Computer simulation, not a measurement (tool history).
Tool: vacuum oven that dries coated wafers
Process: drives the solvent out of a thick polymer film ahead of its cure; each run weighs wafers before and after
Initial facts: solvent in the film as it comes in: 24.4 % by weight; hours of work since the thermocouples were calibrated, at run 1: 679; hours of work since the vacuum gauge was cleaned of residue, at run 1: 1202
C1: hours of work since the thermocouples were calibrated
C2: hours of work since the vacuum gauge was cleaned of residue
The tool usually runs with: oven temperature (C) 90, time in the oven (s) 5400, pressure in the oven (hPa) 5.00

Run 1, hour 0.0: usual settings; C1 679; C2 1202. Result: solvent left in the film (%) 1.40.
Run 2, hour 44.8: usual settings; C1 712; C2 1236. Result: solvent left in the film (%) 1.48.
Run 3, hour 95.2: usual settings; C1 749; C2 1273. Result: solvent left in the film (%) 1.31.
Run 4, hour 148.3: usual settings but pressure in the oven (hPa) 2.63; C1 789; C2 1312. Result: solvent left in the film (%) 1.30.
Run 5, hour 181.0: usual settings but pressure in the oven (hPa) 3.54; C1 813; C2 1336. Result: solvent left in the film (%) 1.39.
Run 6, hour 221.8: usual settings; C1 843; C2 1366. Result: solvent left in the film (%) 1.51.
Run 7, hour 251.9: usual settings; C1 865; C2 1389. Result: solvent left in the film (%) 1.39.
Run 8, hour 306.5: usual settings; C1 906; C2 1429. Result: solvent left in the film (%) 1.46.
Run 9, hour 347.4: usual settings; C1 936; C2 1459. Result: solvent left in the film (%) 1.37.
Run 10, hour 385.7: usual settings; C1 964; C2 1488. Result: solvent left in the film (%) 1.31.
Run 11, hour 444.5: usual settings; C1 1008; C2 1531. Result: solvent left in the film (%) 1.41.
Run 12, hour 491.8: usual settings; C1 1043; C2 1566. Result: solvent left in the film (%) 1.42.
Run 13, hour 535.7: usual settings but oven temperature (C) 99, time in the oven (s) 5820, pressure in the oven (hPa) 12.45; C1 1075; C2 1599. Result: solvent left in the film (%) 0.69.
Run 14, hour 585.4: usual settings but oven temperature (C) 99, time in the oven (s) 5820, pressure in the oven (hPa) 12.45; C1 1112; C2 1635. Result: solvent left in the film (%) 0.67.
Run 15, hour 611.1: usual settings but oven temperature (C) 102, time in the oven (s) 4920, pressure in the oven (hPa) 4.69; C1 1131; C2 1654. Result: solvent left in the film (%) 0.33.
Run 16, hour 650.3: usual settings but oven temperature (C) 102, time in the oven (s) 4920, pressure in the oven (hPa) 18.61; C1 1160; C2 1683. Result: solvent left in the film (%) 0.99.
Run 17, hour 687.4: usual settings but oven temperature (C) 83, time in the oven (s) 6120; C1 1187; C2 1711. Result: solvent left in the film (%) 2.53.
Run 18, hour 719.2: usual settings but oven temperature (C) 83, time in the oven (s) 6120; C1 1211; C2 1734. Result: solvent left in the film (%) 2.53.
Run 19, hour 765.9: usual settings but oven temperature (C) 88, time in the oven (s) 4500, pressure in the oven (hPa) 4.75; C1 1245; C2 1769. Result: solvent left in the film (%) 2.73.
Run 20, hour 816.1: usual settings but pressure in the oven (hPa) 5.17; C1 1283; C2 1806. Result: solvent left in the film (%) 1.41.
Run 21, hour 855.8: usual settings but oven temperature (C) 84, time in the oven (s) 5340, pressure in the oven (hPa) 10.35; C1 1312; C2 1835. Result: solvent left in the film (%) 3.22.
Run 22, hour 895.3: usual settings but time in the oven (s) 5160, pressure in the oven (hPa) 15.88; C1 1341; C2 1864. Result: solvent left in the film (%) 2.24.
Run 23, hour 929.5: usual settings but oven temperature (C) 97, time in the oven (s) 4680, pressure in the oven (hPa) 5.44; C1 1366; C2 1890. Result: solvent left in the film (%) 0.83.

Forecast each of these 4 alternatives for the next run:
Run A, hour 960.3: usual settings but oven temperature (C) 97, time in the oven (s) 7680, pressure in the oven (hPa) 5.44; C1 1389; C2 1913. Result: solvent left in the film (%) ?.
Run B, hour 960.3: usual settings but time in the oven (s) 7860; C1 1389; C2 1913. Result: solvent left in the film (%) ?.
Run C, hour 960.3: usual settings but time in the oven (s) 9360; C1 1389; C2 1913. Result: solvent left in the film (%) ?.
Run D, hour 960.3: usual settings but oven temperature (C) 87, time in the oven (s) 9660, pressure in the oven (hPa) 5.44; C1 1389; C2 1913. Result: solvent left in the film (%) ?.

run  solvent left in the film (%)
  A                          0.31
  B                          0.62
  C                          0.52
  D                          0.70
With no hidden state in the tool, these same runs would have given:
run  solvent left in the film (%)
  A                          0.30
  B                          0.60
  C                          0.51
  D                          0.68
